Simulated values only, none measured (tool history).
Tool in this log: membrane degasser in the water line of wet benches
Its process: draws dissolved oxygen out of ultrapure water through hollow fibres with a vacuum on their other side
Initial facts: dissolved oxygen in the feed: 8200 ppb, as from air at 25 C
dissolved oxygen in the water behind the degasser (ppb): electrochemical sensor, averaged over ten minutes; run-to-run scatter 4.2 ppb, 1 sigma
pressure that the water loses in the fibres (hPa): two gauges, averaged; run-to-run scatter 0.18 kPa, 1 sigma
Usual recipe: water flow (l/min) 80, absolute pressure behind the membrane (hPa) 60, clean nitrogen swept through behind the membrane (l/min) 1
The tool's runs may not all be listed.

run	hour	water flow (l/min)	absolute pressure behind the membrane (hPa)	clean nitrogen swept through behind the membrane (l/min)	dissolved oxygen in the water behind the degasser (ppb)	pressure that the water loses in the fibres (hPa)
1	0	80	60	1	433.4	331.5
2	30.2	80	67.3	1	524.2	331
3	103.9	80	67.3	1	531.7	332.3
4	147.1	80	95.7	1	846.7	331.1
5	214	80	95.7	1	862.5	327.3
6	247.7	80	95.7	1	868.4	330.6
7	320.5	80	60	1	435.4	331.4
8	385.3	80	60	1	435.8	328.2
9	432	80	60	1	438.4	330.3
10	495.2	80	60	1	438.8	331.3
11	535	80	60	1	434.6	329.6
12	595.5	87	60	2.67	267.3	359.5
13	632.1	80	60	0.69	535	330.9
14	693.9	121	60	1	642.2	502.4
15	738.6	116	60	0.43	849.5	481.9
16	794.3	63	108.2	2.91	387.9	261.8
17	849	120	60	1.05	618.1	498.6
18	901.8	120	120.5	0.44	2169.6	496.1
# hour 964.4: vacuum gauge calibrated
19	969.9	120	120.5	0.44	2067.9	496.5
20	1001.1	61	131.9	0.61	1383.6	252.5
21	1038.7	71	145.5	0.79	1475.8	295.6
22	1112.2	54	145.5	1.14	944.8	224.7

Hidden state or all else? Some run-to-run changes of dissolved oxygen in the water behind the degasser (ppb), split into what the settings, what came in and random variation would give without the hidden state, and what is left for the hidden state (with any gauge scatter that isn't in both results):
Hidden conditions of the tool in this case: membrane still open, %; true pressure behind the membrane over the reading, kPa; air that leaks in behind the membrane, l/min; drift of the gauge itself on oxygen_ppb, %; drift of the gauge itself on loss_of_pressure_kpa, %.
Run 15 -> 16: water flow (l/min) 116 -> 63, absolute pressure behind the membrane (hPa) 60 -> 108.2, clean nitrogen swept through behind the membrane (l/min) 0.43 -> 2.91. dissolved oxygen in the water behind the degasser (ppb) -461.6: hidden state -33.7, all else -427.9.
Run 17 -> 18: absolute pressure behind the membrane (hPa) 60 -> 120.5, clean nitrogen swept through behind the membrane (l/min) 1.05 -> 0.44. dissolved oxygen in the water behind the degasser (ppb) +1551.5: hidden state -1.1, all else +1552.6.
Run 18 -> 19: vacuum gauge calibrated. dissolved oxygen in the water behind the degasser (ppb) -101.7: hidden state -43.7, all else -58.
Run 19 -> 20: water flow (l/min) 120 -> 61, absolute pressure behind the membrane (hPa) 120.5 -> 131.9, clean nitrogen swept through behind the membrane (l/min) 0.44 -> 0.61. dissolved oxygen in the water behind the degasser (ppb) -684.3: hidden state +4.9, all else -689.2.
